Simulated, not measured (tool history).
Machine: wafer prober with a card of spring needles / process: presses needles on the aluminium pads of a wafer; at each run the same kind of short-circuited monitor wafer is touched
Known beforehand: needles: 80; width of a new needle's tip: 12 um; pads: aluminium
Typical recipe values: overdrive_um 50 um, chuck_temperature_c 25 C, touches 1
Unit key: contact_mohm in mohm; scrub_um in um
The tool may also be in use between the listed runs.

{"run": 1, "hour": 0.0, "overdrive_um": 50, "chuck_temperature_c": 25, "touches": 1, "contact_mohm": 675, "scrub_um": 8.63}
{"hour": 3.1, "done": "tips cleaned on abrasive film"}
{"hour": 18.3, "done": "tips cleaned on abrasive film"}
{"hour": 21.6, "done": "height of the first contact set anew"}
{"hour": 33.6, "done": "tips cleaned on abrasive film"}
{"hour": 45.7, "done": "tips cleaned on abrasive film"}
{"run": 2, "hour": 52.0, "overdrive_um": 50, "chuck_temperature_c": 25, "touches": 1, "contact_mohm": 630, "scrub_um": 8.4}
{"hour": 58.1, "done": "tips cleaned on abrasive film"}
{"hour": 73.3, "done": "tips cleaned on abrasive film"}
{"hour": 88.5, "done": "tips cleaned on abrasive film"}
{"run": 3, "hour": 98.2, "overdrive_um": 50, "chuck_temperature_c": 67, "touches": 1, "contact_mohm": 702, "scrub_um": 8.36}
{"hour": 101.3, "done": "tips cleaned on abrasive film"}
{"hour": 116.5, "done": "tips cleaned on abrasive film"}
{"hour": 131.6, "done": "tips cleaned on abrasive film"}
{"run": 4, "hour": 135.0, "overdrive_um": 54, "chuck_temperature_c": 67, "touches": 1, "contact_mohm": 453, "scrub_um": 8.95}
{"hour": 144.0, "done": "tips cleaned on abrasive film"}
{"hour": 159.2, "done": "tips cleaned on abrasive film"}
{"hour": 162.5, "done": "height of the first contact set anew, once more"}
{"hour": 174.6, "done": "tips cleaned on abrasive film"}
{"hour": 189.8, "done": "tips cleaned on abrasive film"}
{"run": 5, "hour": 197.4, "overdrive_um": 59, "chuck_temperature_c": 67, "touches": 1, "contact_mohm": 532, "scrub_um": 10.4}
{"hour": 203.6, "done": "tips cleaned on abrasive film"}
{"hour": 218.7, "done": "tips cleaned on abrasive film"}
{"run": 6, "hour": 227.8, "overdrive_um": 59, "chuck_temperature_c": 67, "touches": 1, "contact_mohm": 545, "scrub_um": 10.37}
{"hour": 233.8, "done": "tips cleaned on abrasive film"}
{"hour": 248.9, "done": "tips cleaned on abrasive film"}
{"run": 7, "hour": 260.0, "overdrive_um": 59, "chuck_temperature_c": 103, "touches": 1, "contact_mohm": 573, "scrub_um": 10.35}
{"hour": 263.2, "done": "tips cleaned on abrasive film"}
{"hour": 278.2, "done": "tips cleaned on abrasive film"}
{"hour": 290.3, "done": "tips cleaned on abrasive film"}
{"hour": 305.5, "done": "tips cleaned on abrasive film"}
{"run": 8, "hour": 306.6, "overdrive_um": 50, "chuck_temperature_c": 25, "touches": 1, "contact_mohm": 374, "scrub_um": 8.64}
{"hour": 318.7, "done": "tips cleaned on abrasive film"}
{"hour": 333.8, "done": "tips cleaned on abrasive film"}
{"hour": 348.7, "done": "tips cleaned on abrasive film"}
{"run": 9, "hour": 348.7, "overdrive_um": 50, "chuck_temperature_c": 25, "touches": 1, "contact_mohm": 292, "scrub_um": 8.62}
{"hour": 363.8, "done": "tips cleaned on abrasive film"}
{"hour": 364.1, "done": "height of the first contact set anew"}
{"hour": 379.1, "done": "tips cleaned on abrasive film"}
{"hour": 391.2, "done": "tips cleaned on abrasive film"}
{"run": 10, "hour": 391.4, "overdrive_um": 50, "chuck_temperature_c": 25, "touches": 1, "contact_mohm": 313, "scrub_um": 8.84}
{"hour": 403.5, "done": "tips cleaned on abrasive film"}
{"hour": 418.6, "done": "tips cleaned on abrasive film"}
{"hour": 433.7, "done": "tips cleaned on abrasive film"}
{"hour": 448.9, "done": "tips cleaned on abrasive film"}
{"run": 11, "hour": 450.3, "overdrive_um": 50, "chuck_temperature_c": 25, "touches": 1, "contact_mohm": 386, "scrub_um": 8.73}
{"hour": 462.5, "done": "tips cleaned on abrasive film"}
{"hour": 477.6, "done": "tips cleaned on abrasive film"}
{"hour": 492.8, "done": "tips cleaned on abrasive film"}
{"run": 12, "hour": 499.4, "overdrive_um": 43, "chuck_temperature_c": 25, "touches": 1, "contact_mohm": 841, "scrub_um": 7.41}
{"hour": 505.5, "done": "tips cleaned on abrasive film"}
{"hour": 520.7, "done": "tips cleaned on abrasive film"}
{"hour": 535.8, "done": "tips cleaned on abrasive film"}
{"hour": 549.4, "done": "tips cleaned on abrasive film"}
{"run": 13, "hour": 549.4, "overdrive_um": 50, "chuck_temperature_c": 25, "touches": 1, "contact_mohm": 274, "scrub_um": 8.58}
{"hour": 564.5, "done": "tips cleaned on abrasive film"}
{"hour": 564.8, "done": "height of the first contact set anew"}
{"hour": 577.0, "done": "tips cleaned on abrasive film"}
{"hour": 592.0, "done": "tips cleaned on abrasive film"}
{"run": 14, "hour": 603.6, "overdrive_um": 57, "chuck_temperature_c": 52, "touches": 2, "contact_mohm": 486, "scrub_um": 10.04}

For run 15, what comes out?
{"hour": 606.7, "done": "tips cleaned on abrasive film"}
{"hour": 621.6, "done": "tips cleaned on abrasive film"}
{"hour": 636.7, "done": "tips cleaned on abrasive film"}
{"hour": 649.0, "done": "tips cleaned on abrasive film"}
{"run": 15, "hour": 649.0, "overdrive_um": 45, "chuck_temperature_c": 52, "touches": 1, "contact_mohm": "?", "scrub_um": "?"}

{"run 15": {"contact_mohm": 332, "scrub_um": 7.84}}
Without the tool's hidden state the same run would have given contact_mohm 252 mohm, scrub_um 7.97 um.
